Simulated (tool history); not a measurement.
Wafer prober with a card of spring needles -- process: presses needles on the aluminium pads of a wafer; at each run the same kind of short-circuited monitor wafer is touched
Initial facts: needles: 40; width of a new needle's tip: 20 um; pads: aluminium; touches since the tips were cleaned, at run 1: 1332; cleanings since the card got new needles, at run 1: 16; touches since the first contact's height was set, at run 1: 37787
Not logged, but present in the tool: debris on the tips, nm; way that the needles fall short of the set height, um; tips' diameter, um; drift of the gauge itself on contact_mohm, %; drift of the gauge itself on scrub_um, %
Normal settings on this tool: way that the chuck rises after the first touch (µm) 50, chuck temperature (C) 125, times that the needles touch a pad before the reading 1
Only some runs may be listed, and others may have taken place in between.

| run | hour | way that the chuck rises after the first touch (µm) | chuck temperature (C) | times that the needles touch a pad before the reading | touches since the tips were cleaned | cleanings since the card got new needles | touches since the first contact's height was set | resistance of one needle with its contact and lead (mohm) | way that a needle slides on the pad (µm) |
|---|---|---|---|---|---|---|---|---|---|
| 1 | 0 | 50 | 125 | 1 | 1332 | 16 | 37787 | 291 | 8.32 |
|  | 1.9 | tips cleaned on abrasive film |
| 2 | 6.2 | 50 | 125 | 1 | 1664 | 17 | 40159 | 298 | 8.36 |
|  | 7.8 | tips cleaned on abrasive film |
|  | 13.5 | tips cleaned on abrasive film |
| 3 | 16.8 | 50 | 125 | 1 | 1278 | 19 | 44212 | 298 | 8.39 |
|  | 19 | tips cleaned on abrasive film |
|  | 24.3 | tips cleaned on abrasive film |
| 4 | 24.9 | 50 | 125 | 1 | 234 | 21 | 47260 | 275 | 8.23 |
|  | 29.5 | tips cleaned on abrasive film |
| 5 | 33 | 50 | 87 | 1 | 1364 | 22 | 50375 | 291 | 8.26 |
|  | 34.6 | tips cleaned on abrasive film |
| 6 | 38.1 | 50 | 56 | 1 | 1362 | 23 | 52314 | 275 | 8.27 |
|  | 40.1 | tips cleaned on abrasive film |
|  | 45.4 | tips cleaned on abrasive film |
| 7 | 45.4 | 50 | 56 | 2 | 0 | 25 | 55072 | 242 | 8.19 |
|  | 51.3 | tips cleaned on abrasive film |
| 8 | 52.5 | 50 | 56 | 2 | 481 | 26 | 57796 | 256 | 8.22 |
|  | 56.7 | tips cleaned on abrasive film |
| 9 | 60.3 | 50 | 125 | 1 | 1388 | 27 | 60791 | 303 | 8.16 |
|  | 62.2 | tips cleaned on abrasive film |
|  | 67.7 | tips cleaned on abrasive film |
| 10 | 69.3 | 50 | 125 | 1 | 623 | 29 | 64211 | 284 | 8.17 |
|  | 72.8 | tips cleaned on abrasive film |
| 11 | 77 | 50 | 125 | 1 | 1625 | 30 | 67152 | 303 | 8.14 |
|  | 77.9 | tips cleaned on abrasive film |
|  | 83.4 | tips cleaned on abrasive film |
| 12 | 83.4 | 52 | 125 | 1 | 0 | 32 | 69587 | 263 | 8.49 |
|  | 88.6 | tips cleaned on abrasive film |
| 13 | 89.1 | 50 | 125 | 2 | 186 | 33 | 71757 | 271 | 8.16 |
|  | 93.9 | tips cleaned on abrasive film |
| 14 | 97.5 | 50 | 125 | 2 | 1381 | 34 | 74972 | 287 | 8.11 |
|  | 99.6 | tips cleaned on abrasive film |
|  | 104.8 | tips cleaned on abrasive film |
| 15 | 107.5 | 50 | 125 | 1 | 1056 | 36 | 78781 | 290 | 8.03 |

For run 16, what comes out?
|  | 110.4 | tips cleaned on abrasive film |
|  | 115.6 | tips cleaned on abrasive film |
| 16 | 117.6 | 50 | 125 | 1 | 744 | 38 | 82609 | ? | ? |

{"run 16": {"resistance of one needle with its contact and lead (mohm)": 286, "way that a needle slides on the pad (µm)": 7.98}}
The same run, on a tool lacking any hidden state, would have yielded resistance of one needle with its contact and lead (mohm) 262, way that a needle slides on the pad (µm) 8.64.

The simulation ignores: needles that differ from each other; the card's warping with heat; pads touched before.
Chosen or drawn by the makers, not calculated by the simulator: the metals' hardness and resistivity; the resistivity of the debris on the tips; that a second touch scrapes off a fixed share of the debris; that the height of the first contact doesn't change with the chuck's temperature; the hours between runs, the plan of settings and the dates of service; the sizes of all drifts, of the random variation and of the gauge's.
